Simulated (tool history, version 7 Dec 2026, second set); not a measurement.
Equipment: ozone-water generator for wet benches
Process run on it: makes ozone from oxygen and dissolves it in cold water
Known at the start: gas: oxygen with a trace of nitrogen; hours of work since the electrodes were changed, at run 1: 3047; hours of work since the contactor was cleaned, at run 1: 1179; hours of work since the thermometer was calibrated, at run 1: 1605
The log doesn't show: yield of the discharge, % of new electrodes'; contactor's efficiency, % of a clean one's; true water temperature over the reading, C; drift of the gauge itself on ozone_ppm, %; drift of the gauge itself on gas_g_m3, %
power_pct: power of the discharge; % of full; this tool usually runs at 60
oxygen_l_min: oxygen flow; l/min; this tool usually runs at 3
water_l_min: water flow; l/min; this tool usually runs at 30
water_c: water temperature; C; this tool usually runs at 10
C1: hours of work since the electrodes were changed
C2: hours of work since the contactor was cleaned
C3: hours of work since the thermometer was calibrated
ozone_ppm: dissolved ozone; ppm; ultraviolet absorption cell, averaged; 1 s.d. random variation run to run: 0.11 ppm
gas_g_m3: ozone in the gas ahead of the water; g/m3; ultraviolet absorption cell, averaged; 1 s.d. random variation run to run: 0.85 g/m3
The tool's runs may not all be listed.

{"run": 1, "day": 0.0, "power_pct": 60, "oxygen_l_min": 3, "water_l_min": 30, "water_c": 10, "C1": 3047, "C2": 1179, "C3": 1605, "ozone_ppm": 5.7, "gas_g_m3": 123.1}
{"run": 2, "day": 3.812, "power_pct": 60, "oxygen_l_min": 3, "water_l_min": 30, "water_c": 10, "C1": 3119, "C2": 1251, "C3": 1678, "ozone_ppm": 5.7, "gas_g_m3": 124.6}
{"run": 3, "day": 7.008, "power_pct": 60, "oxygen_l_min": 3, "water_l_min": 30, "water_c": 11, "C1": 3180, "C2": 1312, "C3": 1739, "ozone_ppm": 5.8, "gas_g_m3": 123}
{"run": 4, "day": 8.879, "power_pct": 60, "oxygen_l_min": 3, "water_l_min": 30, "water_c": 11, "C1": 3216, "C2": 1348, "C3": 1774, "ozone_ppm": 5.5, "gas_g_m3": 124}
{"run": 5, "day": 10.983, "power_pct": 60, "oxygen_l_min": 3, "water_l_min": 30, "water_c": 11, "C1": 3256, "C2": 1388, "C3": 1814, "ozone_ppm": 5.6, "gas_g_m3": 123.4}
{"run": 6, "day": 14.925, "power_pct": 60, "oxygen_l_min": 3, "water_l_min": 30, "water_c": 11, "C1": 3331, "C2": 1463, "C3": 1889, "ozone_ppm": 5.6, "gas_g_m3": 124}
{"run": 7, "day": 16.729, "power_pct": 60, "oxygen_l_min": 3, "water_l_min": 30, "water_c": 11, "C1": 3365, "C2": 1497, "C3": 1923, "ozone_ppm": 5.7, "gas_g_m3": 123.2}
{"run": 8, "day": 18.408, "power_pct": 60, "oxygen_l_min": 3, "water_l_min": 30, "water_c": 11, "C1": 3397, "C2": 1529, "C3": 1955, "ozone_ppm": 5.5, "gas_g_m3": 121.7}
{"run": 9, "day": 22.354, "power_pct": 60, "oxygen_l_min": 3, "water_l_min": 25, "water_c": 10, "C1": 3472, "C2": 1604, "C3": 2031, "ozone_ppm": 7.1, "gas_g_m3": 122.7}
{"run": 10, "day": 24.383, "power_pct": 60, "oxygen_l_min": 3, "water_l_min": 25, "water_c": 10, "C1": 3511, "C2": 1643, "C3": 2069, "ozone_ppm": 7.2, "gas_g_m3": 121.2}
{"run": 11, "day": 28.121, "power_pct": 60, "oxygen_l_min": 3, "water_l_min": 25, "water_c": 9, "C1": 3582, "C2": 1714, "C3": 2140, "ozone_ppm": 7.1, "gas_g_m3": 122.4}
{"run": 12, "day": 30.038, "power_pct": 60, "oxygen_l_min": 3, "water_l_min": 30, "water_c": 10, "C1": 3618, "C2": 1750, "C3": 2177, "ozone_ppm": 5.7, "gas_g_m3": 123.1}
{"run": 13, "day": 33.183, "power_pct": 60, "oxygen_l_min": 3, "water_l_min": 30, "water_c": 10, "C1": 3678, "C2": 1810, "C3": 2237, "ozone_ppm": 5.5, "gas_g_m3": 121.1}
{"run": 14, "day": 36.929, "power_pct": 60, "oxygen_l_min": 3, "water_l_min": 28, "water_c": 10, "C1": 3749, "C2": 1881, "C3": 2308, "ozone_ppm": 6, "gas_g_m3": 119.5}
{"run": 15, "day": 39.521, "power_pct": 60, "oxygen_l_min": 3, "water_l_min": 28, "water_c": 10, "C1": 3799, "C2": 1931, "C3": 2357, "ozone_ppm": 6, "gas_g_m3": 120.5}
{"run": 16, "day": 43.392, "power_pct": 51, "oxygen_l_min": 3, "water_l_min": 30, "water_c": 10, "C1": 3872, "C2": 2004, "C3": 2431, "ozone_ppm": 5, "gas_g_m3": 111.1}
{"run": 17, "day": 45.542, "power_pct": 51, "oxygen_l_min": 3, "water_l_min": 30, "water_c": 10, "C1": 3913, "C2": 2045, "C3": 2472, "ozone_ppm": 5, "gas_g_m3": 110.4}
{"run": 18, "day": 48.583, "power_pct": 76, "oxygen_l_min": 4.21, "water_l_min": 30, "water_c": 10, "C1": 3971, "C2": 2103, "C3": 2530, "ozone_ppm": 6.6, "gas_g_m3": 112.8}
{"run": 19, "day": 51.633, "power_pct": 84, "oxygen_l_min": 3.62, "water_l_min": 30, "water_c": 5, "C1": 4029, "C2": 2161, "C3": 2588, "ozone_ppm": 7.2, "gas_g_m3": 128.9}
{"run": 20, "day": 53.725, "power_pct": 60, "oxygen_l_min": 5.18, "water_l_min": 20, "water_c": 10, "C1": 4069, "C2": 2201, "C3": 2627, "ozone_ppm": 9.6, "gas_g_m3": 87.9}
{"run": 21, "day": 56.85, "power_pct": 60, "oxygen_l_min": 4.26, "water_l_min": 30, "water_c": 11, "C1": 4128, "C2": 2261, "C3": 2687, "ozone_ppm": 6, "gas_g_m3": 98.8}
{"run": 22, "day": 60.204, "power_pct": 57, "oxygen_l_min": 3.72, "water_l_min": 30, "water_c": 8, "C1": 4192, "C2": 2324, "C3": 2751, "ozone_ppm": 5.6, "gas_g_m3": 103.2}
{"run": 23, "day": 62.471, "power_pct": 46, "oxygen_l_min": 3.72, "water_l_min": 30, "water_c": 8, "C1": 4235, "C2": 2367, "C3": 2794, "ozone_ppm": 5.1, "gas_g_m3": 92}
{"run": 24, "day": 65.233, "power_pct": 46, "oxygen_l_min": 3.72, "water_l_min": 30, "water_c": 8, "C1": 4288, "C2": 2420, "C3": 2846, "ozone_ppm": 5, "gas_g_m3": 92.9}
{"run": 25, "day": 68.583, "power_pct": 46, "oxygen_l_min": 3.72, "water_l_min": 30, "water_c": 10, "C1": 4352, "C2": 2484, "C3": 2910, "ozone_ppm": 5, "gas_g_m3": 91.2}
{"run": 26, "day": 71.321, "power_pct": 60, "oxygen_l_min": 3, "water_l_min": 35, "water_c": 10, "C1": 4404, "C2": 2536, "C3": 2962, "ozone_ppm": 4.4, "gas_g_m3": 117.9}
{"run": 27, "day": 75.442, "power_pct": 60, "oxygen_l_min": 3, "water_l_min": 35, "water_c": 10, "C1": 4482, "C2": 2614, "C3": 3041, "ozone_ppm": 4.3, "gas_g_m3": 117}
{"run": 28, "day": 77.538, "power_pct": 60, "oxygen_l_min": 3.21, "water_l_min": 30, "water_c": 6, "C1": 4522, "C2": 2654, "C3": 3080, "ozone_ppm": 5.6, "gas_g_m3": 112.4}
{"run": 29, "day": 79.671, "power_pct": 65, "oxygen_l_min": 5.36, "water_l_min": 30, "water_c": 9, "C1": 4563, "C2": 2695, "C3": 3121, "ozone_ppm": 6.4, "gas_g_m3": 89.4}
{"run": 30, "day": 82.5, "power_pct": 42, "oxygen_l_min": 5.04, "water_l_min": 35, "water_c": 10, "C1": 4616, "C2": 2749, "C3": 3175, "ozone_ppm": 4.2, "gas_g_m3": 75}
{"run": 31, "day": 85.488, "power_pct": 82, "oxygen_l_min": 2.31, "water_l_min": 19, "water_c": 10, "C1": 4673, "C2": 2805, "C3": 3232, "ozone_ppm": 10, "gas_g_m3": 156.4}
{"run": 32, "day": 88.646, "power_pct": 82, "oxygen_l_min": 2.31, "water_l_min": 19, "water_c": 10, "C1": 4733, "C2": 2865, "C3": 3292, "ozone_ppm": 10.2, "gas_g_m3": 157.2}
{"run": 33, "day": 90.375, "power_pct": 48, "oxygen_l_min": 3, "water_l_min": 30, "water_c": 7, "C1": 4766, "C2": 2898, "C3": 3325, "ozone_ppm": 4.8, "gas_g_m3": 103.9}

A few steps of ozone_ppm between consecutive runs. Split each: what settings, incoming material and random variation would produce without the hidden state, and what is left over for the hidden state, along with gauge scatter present in only one of the two compared results (measured, and without hidden state):
Run 20 -> 21: oxygen_l_min 5.18 -> 4.26, water_l_min 20 -> 30, water_c 10 -> 11. ozone_ppm -3.6 ppm: hidden state +0.6, all else -4.2.
Run 29 -> 30: power_pct 65 -> 42, oxygen_l_min 5.36 -> 5.04, water_l_min 30 -> 35, water_c 9 -> 10. ozone_ppm -2.2 ppm: hidden state +0.7, all else -2.9.
Run 30 -> 31: power_pct 42 -> 82, oxygen_l_min 5.04 -> 2.31, water_l_min 35 -> 19. ozone_ppm +5.8 ppm: hidden state -1.9, all else +7.7.
Run 32 -> 33: power_pct 82 -> 48, oxygen_l_min 2.31 -> 3, water_l_min 19 -> 30, water_c 10 -> 7. ozone_ppm -5.4 ppm: hidden state +1.6, all else -7.
